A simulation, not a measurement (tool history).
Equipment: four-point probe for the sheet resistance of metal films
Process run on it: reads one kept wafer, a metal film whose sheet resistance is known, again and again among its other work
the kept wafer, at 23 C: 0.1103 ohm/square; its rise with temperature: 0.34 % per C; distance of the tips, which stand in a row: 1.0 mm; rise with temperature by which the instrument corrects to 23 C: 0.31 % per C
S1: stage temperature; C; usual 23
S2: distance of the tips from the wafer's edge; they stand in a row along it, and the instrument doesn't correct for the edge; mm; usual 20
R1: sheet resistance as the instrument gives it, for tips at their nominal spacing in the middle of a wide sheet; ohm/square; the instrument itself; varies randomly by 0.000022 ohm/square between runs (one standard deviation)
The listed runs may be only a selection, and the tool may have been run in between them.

run	hour	S1	S2	R1
1	0.0	23	20	0.111129
2	14.3	23	4	0.114610
3	24.5	23	54	0.110987
4	37.5	23	54	0.110991
5	49.4	28	54	0.111218
6	60.6	28	57	0.111213
7	73.8	23	5	0.113310
8	86.6	23	5	0.113373
9	95.6	23	5	0.113329
10	109.2	23	5	0.113337
11	117.4	23	5	0.113341
12	130.7	23	5	0.113325
13	144.4	23	20	0.111155
14	151.1	23	20	0.111137
15	160.4	23	14	0.111321
16	167.1	23	14	0.111294
17	174.1	23	14	0.111311
18	186.7	23	20	0.111195
19	196.7	23	50	0.111062
20	211.6	23	50	0.111031
21	220.5	23	20	0.111132
22	228.8	23	41	0.111047
23	240.1	29	6	0.112877
24	250.3	28	9	0.111957
25	257.6	18	10	0.111445
26	268.9	22	13	0.111341
27	279.1	34	13	0.111814
28	289.3	26	17	0.111406
29	300.2	26	17	0.111367
30	310.3	22	8	0.111897
31	318.4	33	3	0.117680
32	328.6	29	70	0.111264
33	334.8	19	70	0.110928
34	346.6	19	70	0.110915
35	359.7	33	30	0.111484
36	369.5	33	30	0.111500
37	384.5	33	30	0.111456
38	390.8	33	30	0.111472
39	405.1	19	4	0.114515
40	412.1	19	4	0.114521
41	424.1	19	4	0.114516
42	435.8	25	34	0.111189
43	444.2	29	10	0.111892
44	455.1	29	10	0.111876

Here are 4 independent what-if runs from the current tool condition. What would each one return?
A	464.4	23	3	?
B	464.4	30	11	?
C	464.4	27	16	?
D	464.4	19	5	?

run	R1
A	0.117332
B	0.111811
C	0.111417
D	0.113260
Without the tool's hidden state the same runs would have given:
run	R1
A	0.116526
B	0.111039
C	0.110648
D	0.112480

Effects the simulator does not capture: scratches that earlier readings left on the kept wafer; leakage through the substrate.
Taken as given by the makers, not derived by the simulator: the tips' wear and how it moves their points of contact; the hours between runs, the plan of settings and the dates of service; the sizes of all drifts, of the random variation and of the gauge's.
